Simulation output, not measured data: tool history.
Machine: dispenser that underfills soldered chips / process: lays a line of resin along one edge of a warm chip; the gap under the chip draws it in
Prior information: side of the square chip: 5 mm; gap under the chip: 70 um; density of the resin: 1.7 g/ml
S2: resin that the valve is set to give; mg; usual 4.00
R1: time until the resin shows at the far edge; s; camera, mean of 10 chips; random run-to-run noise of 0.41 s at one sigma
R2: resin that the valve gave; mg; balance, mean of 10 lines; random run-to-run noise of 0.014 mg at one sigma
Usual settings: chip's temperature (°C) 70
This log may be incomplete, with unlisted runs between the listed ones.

{"run": 1, "hour": 0.0, "chip's temperature (°C)": 70, "S2": 4.0, "R1": 36.3, "R2": 3.98}
{"run": 2, "hour": 5.0, "chip's temperature (°C)": 81, "S2": 4.0, "R1": 33.9, "R2": 3.99}
{"hour": 8.9, "done": "new syringe of resin"}
{"run": 3, "hour": 10.7, "chip's temperature (°C)": 81, "S2": 4.0, "R1": 22.6, "R2": 3.97}
{"run": 4, "hour": 14.3, "chip's temperature (°C)": 81, "S2": 4.0, "R1": 27.4, "R2": 3.95}
{"run": 5, "hour": 18.0, "chip's temperature (°C)": 59, "S2": 4.0, "R1": 67.6, "R2": 3.98}
{"hour": 21.8, "done": "new syringe of resin"}
{"run": 6, "hour": 21.9, "chip's temperature (°C)": 59, "S2": 4.0, "R1": 41.0, "R2": 3.92}
{"run": 7, "hour": 27.8, "chip's temperature (°C)": 61, "S2": 4.0, "R1": 54.0, "R2": 3.96}
{"run": 8, "hour": 30.3, "chip's temperature (°C)": 70, "S2": 4.0, "R1": 45.2, "R2": 3.91}
{"hour": 35.0, "done": "new syringe of resin"}
{"run": 9, "hour": 35.6, "chip's temperature (°C)": 84, "S2": 4.0, "R1": 20.2, "R2": 3.91}
{"run": 10, "hour": 39.4, "chip's temperature (°C)": 84, "S2": 4.0, "R1": 23.8, "R2": 3.92}
{"run": 11, "hour": 45.4, "chip's temperature (°C)": 84, "S2": 4.0, "R1": 33.4, "R2": 3.93}
{"hour": 48.1, "done": "new syringe of resin"}
{"run": 12, "hour": 50.1, "chip's temperature (°C)": 84, "S2": 4.0, "R1": 21.1, "R2": 3.9}
{"run": 13, "hour": 54.2, "chip's temperature (°C)": 70, "S2": 4.0, "R1": 40.3, "R2": 3.87}
{"run": 14, "hour": 56.8, "chip's temperature (°C)": 70, "S2": 3.7, "R1": 47.2, "R2": 3.57}
{"hour": 60.3, "done": "dispensing valve cleaned and set on the balance"}
{"run": 15, "hour": 61.5, "chip's temperature (°C)": 70, "S2": 3.7, "R1": 57.7, "R2": 3.68}
{"hour": 62.1, "done": "new syringe of resin"}
{"run": 16, "hour": 66.9, "chip's temperature (°C)": 70, "S2": 3.7, "R1": 37.5, "R2": 3.68}
{"run": 17, "hour": 70.6, "chip's temperature (°C)": 70, "S2": 3.7, "R1": 46.9, "R2": 3.67}
{"hour": 75.0, "done": "new syringe of resin"}
{"run": 18, "hour": 75.4, "chip's temperature (°C)": 70, "S2": 4.0, "R1": 30.3, "R2": 3.96}
{"run": 19, "hour": 81.2, "chip's temperature (°C)": 70, "S2": 4.0, "R1": 40.3, "R2": 3.97}
{"run": 20, "hour": 84.0, "chip's temperature (°C)": 70, "S2": 4.56, "R1": 45.5, "R2": 4.52}
{"hour": 88.0, "done": "new syringe of resin"}
{"run": 21, "hour": 89.7, "chip's temperature (°C)": 70, "S2": 4.56, "R1": 31.1, "R2": 4.5}
{"run": 22, "hour": 92.9, "chip's temperature (°C)": 70, "S2": 4.72, "R1": 35.5, "R2": 4.64}
{"run": 23, "hour": 98.6, "chip's temperature (°C)": 56, "S2": 5.19, "R1": 77.3, "R2": 5.09}
{"hour": 101.3, "done": "new syringe of resin"}
{"run": 24, "hour": 102.5, "chip's temperature (°C)": 75, "S2": 4.45, "R1": 25.3, "R2": 4.36}
{"run": 25, "hour": 106.1, "chip's temperature (°C)": 80, "S2": 3.79, "R1": 28.3, "R2": 3.7}
{"run": 26, "hour": 109.0, "chip's temperature (°C)": 80, "S2": 3.79, "R1": 32.5, "R2": 3.69}
{"run": 27, "hour": 113.1, "chip's temperature (°C)": 73, "S2": 4.0, "R1": 49.4, "R2": 3.87}
{"hour": 114.4, "done": "new syringe of resin"}
{"run": 28, "hour": 116.9, "chip's temperature (°C)": 71, "S2": 4.91, "R1": 31.9, "R2": 4.78}
{"run": 29, "hour": 121.5, "chip's temperature (°C)": 57, "S2": 4.41, "R1": 65.0, "R2": 4.3}
{"run": 30, "hour": 126.5, "chip's temperature (°C)": 57, "S2": 4.41, "R1": 85.0, "R2": 4.26}
{"hour": 127.4, "done": "new syringe of resin"}
{"hour": 128.4, "done": "dispensing valve cleaned and set on the balance"}
{"run": 31, "hour": 130.5, "chip's temperature (°C)": 57, "S2": 4.41, "R1": 47.9, "R2": 4.4}
{"run": 32, "hour": 135.2, "chip's temperature (°C)": 60, "S2": 3.72, "R1": 58.7, "R2": 3.69}
{"hour": 141.2, "done": "new syringe of resin"}
{"run": 33, "hour": 141.2, "chip's temperature (°C)": 73, "S2": 3.67, "R1": 28.0, "R2": 3.64}
{"run": 34, "hour": 146.4, "chip's temperature (°C)": 59, "S2": 4.59, "R1": 53.3, "R2": 4.53}
{"run": 35, "hour": 152.1, "chip's temperature (°C)": 59, "S2": 4.59, "R1": 72.1, "R2": 4.56}

Difference, measured minus no-hidden-state, one row per run. Run-to-run variation is common to both terms; the gauge's own scatter need not be:
Hidden state present: resin's viscosity, % of fresh resin's; dose that the valve gives, % of what is set; true chip temperature over the reading, C; drift of the gauge itself on fill_s, %; drift of the gauge itself on given_mg, %.
run=1 R1=+8.0 R2=-0.01
run=2 R1=+13.7 R2=-0.02
run=3 R1=+2.6 R2=-0.03
run=4 R1=+7.4 R2=-0.04
run=5 R1=+27.3 R2=-0.05
run=6 R1=+0.9 R2=-0.05
run=7 R1=+15.7 R2=-0.07
run=8 R1=+17.2 R2=-0.07
run=9 R1=+1.1 R2=-0.08
run=10 R1=+5.5 R2=-0.08
run=11 R1=+14.8 R2=-0.10
run=12 R1=+2.7 R2=-0.11
run=13 R1=+12.2 R2=-0.11
run=14 R1=+18.6 R2=-0.11
run=15 R1=+28.9 R2=+0.00
run=16 R1=+9.2 R2=-0.01
run=17 R1=+17.7 R2=-0.02
run=18 R1=+1.5 R2=-0.03
run=19 R1=+12.4 R2=-0.04
run=20 R1=+18.5 R2=-0.05
run=21 R1=+3.3 R2=-0.06
run=22 R1=+9.0 R2=-0.07
run=23 R1=+34.8 R2=-0.10
run=24 R1=+2.2 R2=-0.09
run=25 R1=+7.1 R2=-0.08
run=26 R1=+11.8 R2=-0.09
run=27 R1=+24.3 R2=-0.11
run=28 R1=+5.1 R2=-0.14
run=29 R1=+22.5 R2=-0.13
run=30 R1=+43.0 R2=-0.14
run=31 R1=+6.2 R2=+0.00
run=32 R1=+19.2 R2=-0.01
run=33 R1=+0.9 R2=-0.01
run=34 R1=+14.4 R2=-0.04
run=35 R1=+33.4 R2=-0.05
